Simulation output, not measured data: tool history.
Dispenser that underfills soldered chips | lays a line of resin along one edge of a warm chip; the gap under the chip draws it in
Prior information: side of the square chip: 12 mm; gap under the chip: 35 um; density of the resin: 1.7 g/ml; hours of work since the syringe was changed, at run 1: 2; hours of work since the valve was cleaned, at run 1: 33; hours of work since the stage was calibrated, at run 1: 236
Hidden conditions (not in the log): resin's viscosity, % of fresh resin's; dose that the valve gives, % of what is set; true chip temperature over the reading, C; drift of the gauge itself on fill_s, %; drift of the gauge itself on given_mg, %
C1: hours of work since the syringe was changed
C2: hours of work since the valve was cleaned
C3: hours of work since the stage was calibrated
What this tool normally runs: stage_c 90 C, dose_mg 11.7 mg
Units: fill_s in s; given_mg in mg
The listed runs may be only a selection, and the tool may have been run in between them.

run 1 hour=0.0 | stage_c=90 dose_mg=11.7 | C1=2 C2=33 C3=236 | fill_s=325.9 given_mg=11.34
run 2 hour=5.5 | stage_c=90 dose_mg=11.7 | C1=6 C2=37 C3=241 | fill_s=454.3 given_mg=11.31
-- hour=12.0 new syringe of resin
run 3 hour=14.5 | stage_c=90 dose_mg=11.7 | C1=2 C2=44 C3=247 | fill_s=323.3 given_mg=11.26
run 4 hour=22.7 | stage_c=93 dose_mg=11.7 | C1=8 C2=50 C3=254 | fill_s=492.7 given_mg=11.17
-- hour=25.7 new syringe of resin
run 5 hour=30.4 | stage_c=93 dose_mg=11.7 | C1=4 C2=56 C3=259 | fill_s=334.5 given_mg=11.12
run 6 hour=37.3 | stage_c=93 dose_mg=11.7 | C1=9 C2=61 C3=265 | fill_s=519.3 given_mg=11.12
-- hour=39.2 new syringe of resin
-- hour=41.7 dispensing valve cleaned and set on the balance
run 7 hour=47.4 | stage_c=93 dose_mg=11.7 | C1=6 C2=4 C3=272 | fill_s=391.9 given_mg=11.64
run 8 hour=52.6 | stage_c=93 dose_mg=11.7 | C1=10 C2=9 C3=276 | fill_s=525.6 given_mg=11.66
-- hour=54.2 new syringe of resin
run 9 hour=62.2 | stage_c=84 dose_mg=11.7 | C1=6 C2=16 C3=283 | fill_s=531.3 given_mg=11.48
run 10 hour=67.1 | stage_c=84 dose_mg=11.7 | C1=10 C2=20 C3=287 | fill_s=726.2 given_mg=11.49
-- hour=67.9 new syringe of resin
run 11 hour=75.2 | stage_c=84 dose_mg=11.7 | C1=6 C2=26 C3=293 | fill_s=534.5 given_mg=11.42
-- hour=81.4 new syringe of resin
run 12 hour=81.4 | stage_c=84 dose_mg=11.7 | C1=0 C2=30 C3=298 | fill_s=326.8 given_mg=11.38
run 13 hour=91.9 | stage_c=84 dose_mg=11.7 | C1=8 C2=39 C3=306 | fill_s=639.6 given_mg=11.21
-- hour=95.0 new syringe of resin
run 14 hour=97.2 | stage_c=84 dose_mg=11.7 | C1=2 C2=42 C3=310 | fill_s=388.3 given_mg=11.29
run 15 hour=103.0 | stage_c=79 dose_mg=11.7 | C1=6 C2=47 C3=314 | fill_s=650.7 given_mg=11.15
run 16 hour=107.3 | stage_c=90 dose_mg=11.7 | C1=10 C2=50 C3=318 | fill_s=608.9 given_mg=11.14
-- hour=108.5 new syringe of resin
run 17 hour=114.9 | stage_c=90 dose_mg=11.7 | C1=5 C2=56 C3=323 | fill_s=412.4 given_mg=11.10
run 18 hour=120.7 | stage_c=97 dose_mg=11.7 | C1=10 C2=61 C3=328 | fill_s=485.3 given_mg=11.06
-- hour=122.9 new syringe of resin
-- hour=126.5 dispensing valve cleaned and set on the balance
run 19 hour=129.7 | stage_c=97 dose_mg=11.7 | C1=5 C2=3 C3=334 | fill_s=326.3 given_mg=11.66
run 20 hour=134.9 | stage_c=102 dose_mg=12.0 | C1=9 C2=7 C3=338 | fill_s=388.1 given_mg=11.93
-- hour=137.9 new syringe of resin
run 21 hour=142.6 | stage_c=82 dose_mg=14.4 | C1=4 C2=12 C3=344 | fill_s=458.6 given_mg=14.17
run 22 hour=147.8 | stage_c=90 dose_mg=13.2 | C1=8 C2=16 C3=348 | fill_s=503.2 given_mg=13.00
-- hour=151.5 new syringe of resin
run 23 hour=157.3 | stage_c=83 dose_mg=12.4 | C1=4 C2=24 C3=355 | fill_s=492.8 given_mg=12.17
run 24 hour=162.7 | stage_c=83 dose_mg=12.4 | C1=9 C2=28 C3=359 | fill_s=686.0 given_mg=12.11
-- hour=165.2 new syringe of resin
run 25 hour=168.9 | stage_c=98 dose_mg=11.7 | C1=3 C2=32 C3=364 | fill_s=280.2 given_mg=11.28
run 26 hour=177.7 | stage_c=82 dose_mg=13.8 | C1=10 C2=39 C3=371 | fill_s=751.3 given_mg=13.26
-- hour=178.9 new syringe of resin
run 27 hour=187.1 | stage_c=83 dose_mg=12.4 | C1=6 C2=46 C3=378 | fill_s=574.7 given_mg=11.81
-- hour=192.5 new syringe of resin
run 28 hour=195.7 | stage_c=83 dose_mg=12.4 | C1=3 C2=53 C3=384 | fill_s=424.5 given_mg=11.73
run 29 hour=200.0 | stage_c=90 dose_mg=11.9 | C1=6 C2=56 C3=388 | fill_s=445.5 given_mg=11.24
run 30 hour=204.5 | stage_c=90 dose_mg=11.9 | C1=9 C2=60 C3=391 | fill_s=590.6 given_mg=11.28
-- hour=206.6 new syringe of resin
-- hour=210.8 dispensing valve cleaned and set on the balance
run 31 hour=211.1 | stage_c=93 dose_mg=11.8 | C1=3 C2=0 C3=395 | fill_s=320.2 given_mg=11.78
-- hour=221.1 new syringe of resin
run 32 hour=221.1 | stage_c=100 dose_mg=10.0 | C1=0 C2=8 C3=403 | fill_s=224.3 given_mg=9.86
run 33 hour=225.8 | stage_c=100 dose_mg=10.0 | C1=4 C2=11 C3=407 | fill_s=302.3 given_mg=9.82
run 34 hour=232.9 | stage_c=80 dose_mg=10.0 | C1=9 C2=17 C3=412 | fill_s=840.3 given_mg=9.89
-- hour=235.0 new syringe of resin
run 35 hour=239.1 | stage_c=90 dose_mg=11.7 | C1=3 C2=22 C3=417 | fill_s=366.0 given_mg=11.44
-- hour=249.0 new syringe of resin
run 36 hour=249.9 | stage_c=76 dose_mg=10.7 | C1=1 C2=30 C3=425 | fill_s=481.3 given_mg=10.41

What if the next run were any one of these 3? Each begins from the tool's condition after run 36:
run A hour=260.4 | stage_c=90 dose_mg=12.1 | C1=9 C2=38 C3=433 | fill_s=? given_mg=?
run B hour=260.4 | stage_c=102 dose_mg=10.5 | C1=9 C2=38 C3=433 | fill_s=? given_mg=?
run C hour=260.4 | stage_c=85 dose_mg=10.3 | C1=9 C2=38 C3=433 | fill_s=? given_mg=?

run=A fill_s=573.7 given_mg=11.63
run=B fill_s=428.3 given_mg=10.08
run=C fill_s=697.2 given_mg=9.97
Take away the tool's hidden state, keep each run's random variation, and the runs would have read:
run=A fill_s=256.8 given_mg=12.07
run=B fill_s=191.4 given_mg=10.46
run=C fill_s=309.1 given_mg=10.34

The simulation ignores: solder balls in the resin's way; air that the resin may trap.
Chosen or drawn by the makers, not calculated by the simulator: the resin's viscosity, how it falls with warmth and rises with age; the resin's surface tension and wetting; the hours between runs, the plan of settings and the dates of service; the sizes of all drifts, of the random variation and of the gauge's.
